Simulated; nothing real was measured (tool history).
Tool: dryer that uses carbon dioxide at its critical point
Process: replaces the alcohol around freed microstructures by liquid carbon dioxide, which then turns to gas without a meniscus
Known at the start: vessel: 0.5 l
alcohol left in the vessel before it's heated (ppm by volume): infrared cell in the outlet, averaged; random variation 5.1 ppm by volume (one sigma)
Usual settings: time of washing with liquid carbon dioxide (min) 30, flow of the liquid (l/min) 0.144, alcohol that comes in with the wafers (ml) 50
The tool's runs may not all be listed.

run   hour  time of washing with liquid carbon dioxide (min)  flow of the liquid (l/min)  alcohol that comes in with the wafers (ml)  alcohol left in the vessel before it's heated (ppm by volume)
  1      0                                                30                       0.144                                          50                                                             55
  2     18                                                30                       0.144                                          50                                                             58
  3   37.8                                                30                       0.144                                          50                                                             69
  4     53                                                30                       0.144                                          50                                                             59
  5   64.1                                                30                       0.144                                          50                                                             62
  6   74.6                                                30                       0.144                                          50                                                             64
  7   86.8                                                44                       0.144                                          50                                                             15
  8  104.2                                                44                       0.144                                          50                                                             21
  9  122.6                                                30                       0.144                                          20                                                             37
 10  135.3                                                30                       0.144                                          20                                                             34
 11  153.6                                                30                       0.144                                          20                                                             39
 12  163.1                                                25                       0.144                                          50                                                            210
 13  181.2                                                25                       0.144                                          50                                                            202
 14  200.2                                                25                       0.144                                          50                                                            202
 15  211.9                                                25                       0.144                                          50                                                            214
 16  232.5                                                28                       0.207                                          45                                                             30
 17  241.7                                                28                       0.207                                          45                                                             28
 18  251.1                                                33                       0.088                                          32                                                            390
 19    264                                                33                       0.088                                          32                                                            382
 20  283.5                                                30                       0.234                                         120                                                             22
 21  300.2                                                21                       0.214                                          78                                                            111
 22  311.6                                                41                       0.243                                          57                                                             33
 23  325.4                                                41                       0.243                                          57                                                             28
 24  345.6                                                30                       0.144                                          32                                                             70
 25  365.3                                                18                       0.206                                          35                                                            167
 26  379.9                                                18                       0.166                                          26                                                            352
 27  389.6                                                30                        0.18                                          85                                                             54
 28  407.5                                                30                       0.197                                          76                                                             39
 29  423.8                                                31                       0.105                                          61                                                            451

Hidden state or all else? Some run-to-run changes of alcohol left in the vessel before it's heated (ppm by volume), split into what the settings, what came in and random variation would give without the hidden state, and what is left for the hidden state (with any gauge scatter that isn't in both results):
The hidden state here: flow that reaches the vessel past the clogged filter, %; alcohol in the recycled carbon dioxide, ppm; drift of the gauge itself on alcohol_ppm, %.
Run 17 -> 18: time of washing with liquid carbon dioxide (min) 28 -> 33, flow of the liquid (l/min) 0.207 -> 0.088, alcohol that comes in with the wafers (ml) 45 -> 32. alcohol left in the vessel before it's heated (ppm by volume) +362: hidden state +42, all else +320.
Run 26 -> 27: time of washing with liquid carbon dioxide (min) 18 -> 30, flow of the liquid (l/min) 0.166 -> 0.18, alcohol that comes in with the wafers (ml) 26 -> 85. alcohol left in the vessel before it's heated (ppm by volume) -298: hidden state -45, all else -253.
Run 28 -> 29: time of washing with liquid carbon dioxide (min) 30 -> 31, flow of the liquid (l/min) 0.197 -> 0.105, alcohol that comes in with the wafers (ml) 76 -> 61. alcohol left in the vessel before it's heated (ppm by volume) +412: hidden state +80, all else +332.
